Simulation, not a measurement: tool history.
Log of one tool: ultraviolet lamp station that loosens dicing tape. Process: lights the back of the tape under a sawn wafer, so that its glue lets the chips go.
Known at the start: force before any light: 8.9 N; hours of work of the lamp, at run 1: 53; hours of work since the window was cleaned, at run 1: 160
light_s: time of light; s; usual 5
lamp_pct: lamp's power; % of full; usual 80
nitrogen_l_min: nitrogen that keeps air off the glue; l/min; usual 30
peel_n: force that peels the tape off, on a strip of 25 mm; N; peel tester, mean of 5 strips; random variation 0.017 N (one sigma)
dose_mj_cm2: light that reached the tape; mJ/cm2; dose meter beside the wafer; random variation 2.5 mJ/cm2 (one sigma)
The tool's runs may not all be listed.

run,hour,light_s,lamp_pct,nitrogen_l_min,hours of work of the lamp,hours of work since the window was cleaned,peel_n,dose_mj_cm2
1,0,5,80,30,53,160,1.171,241
2,13.5,5,80,60,61,167,0.86,236
3,22.1,5,80,60,66,172,0.847,236
4,28.8,5,80,60,69,176,0.902,237
5,40.2,5,80,60,76,183,0.908,236
6,48.2,5,80,60,81,187,0.884,233
7,60.5,3,71,35,88,194,2.857,125
8,72,4,82,12,94,201,2.567,187
# hour 73.5: window cleaned of glue's vapour
9,85,4,61,12,101,7,4.042,117
10,95.5,4,61,12,107,13,3.999,117
# hour 105.7: window cleaned of glue's vapour, once more
11,110.6,5,95,37,116,3,0.6,315

Forecast each of these 3 alternatives for the next run:
A,118.5,5,80,21,120,7,?,?
B,118.5,5,72,16,120,7,?,?
C,118.5,5,80,28,120,7,?,?

run,peel_n,dose_mj_cm2
A,1.195,269
B,1.615,238
C,1.011,264
Without the tool's hidden state the same runs would have given:
run,peel_n,dose_mj_cm2
A,1.038,290
B,1.425,257
C,0.872,285

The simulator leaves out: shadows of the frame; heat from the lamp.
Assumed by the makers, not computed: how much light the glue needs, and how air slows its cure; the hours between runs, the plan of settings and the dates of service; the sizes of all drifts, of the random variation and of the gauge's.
